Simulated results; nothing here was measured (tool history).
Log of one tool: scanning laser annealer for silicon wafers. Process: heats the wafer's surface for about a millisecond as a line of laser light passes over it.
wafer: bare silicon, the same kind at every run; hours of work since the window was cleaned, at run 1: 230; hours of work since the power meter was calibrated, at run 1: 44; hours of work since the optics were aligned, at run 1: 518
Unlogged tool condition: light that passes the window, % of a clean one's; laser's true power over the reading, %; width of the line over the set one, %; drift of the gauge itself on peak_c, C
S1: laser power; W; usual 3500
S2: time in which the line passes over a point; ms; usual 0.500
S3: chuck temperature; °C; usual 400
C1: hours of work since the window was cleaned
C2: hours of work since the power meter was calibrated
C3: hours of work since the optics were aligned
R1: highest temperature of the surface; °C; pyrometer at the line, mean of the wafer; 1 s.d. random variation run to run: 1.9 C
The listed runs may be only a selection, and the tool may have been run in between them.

run	hour	S1	S2	S3	C1	C2	C3	R1
1	0.0	3500	0.500	400	230	44	518	1202
2	6.7	3500	0.500	400	232	47	521	1202
3	13.8	3500	0.421	400	236	50	524	1131
4	20.6	3500	0.421	400	238	53	527	1135
5	26.9	3500	0.500	400	241	55	529	1204
6	31.7	3500	0.500	400	243	57	532	1205
7	38.0	3500	0.500	400	246	60	534	1208
8	47.1	3500	0.500	400	250	64	538	1204
9	52.8	3500	0.500	400	252	66	541	1207
10	63.7	3500	0.429	400	257	71	545	1142
11	74.2	3500	0.500	400	261	76	550	1204
12	83.8	3500	0.500	400	266	80	554	1207
13	93.9	3500	0.351	400	270	84	558	1060
14	104.4	3500	0.351	400	274	89	563	1063
15	113.7	3500	0.507	400	278	93	567	1211
16	123.4	3500	0.500	400	283	97	571	1202
17	133.9	3500	0.500	400	287	101	575	1204
18	142.6	3500	0.500	400	291	105	579	1204
19	149.6	3275	0.433	415	294	108	582	1093
20	159.1	3097	0.433	419	298	112	586	1052
21	165.8	3500	0.500	397	301	115	589	1204
22	176.6	3016	0.562	397	305	120	594	1103
23	183.3	3626	0.426	385	308	122	597	1161
24	188.3	3500	0.500	439	310	125	599	1242
25	195.6	3269	0.583	416	314	128	602	1214
26	201.9	3317	0.418	376	316	130	605	1055
27	210.5	3245	0.482	400	320	134	608	1115
28	215.2	3059	0.600	400	322	136	610	1146
29	223.7	3426	0.429	419	326	140	614	1136
30	234.0	3426	0.429	419	330	144	618	1136
31	241.5	3371	0.429	402	333	147	622	1106
32	249.9	3341	0.365	384	337	151	625	1019
33	258.6	3443	0.464	401	341	155	629	1153
34	269.7	3443	0.464	401	345	160	634	1157
35	279.7	3500	0.500	372	350	164	638	1176
36	284.3	3500	0.500	372	352	166	640	1176

Each row is a separate what-if for the run after 36, all from the same tool condition, not one after another. Results?
A	291.9	3644	0.353	415	355	169	643	?
B	291.9	3500	0.387	400	355	169	643	?
C	291.9	3125	0.435	421	355	169	643	?
D	291.9	3562	0.509	424	355	169	643	?
E	291.9	3763	0.552	400	355	169	643	?

run	R1
A	1113
B	1098
C	1063
D	1255
E	1336
Without the tool's hidden state the same runs would have given:
run	R1
A	1116
B	1101
C	1065
D	1258
E	1339
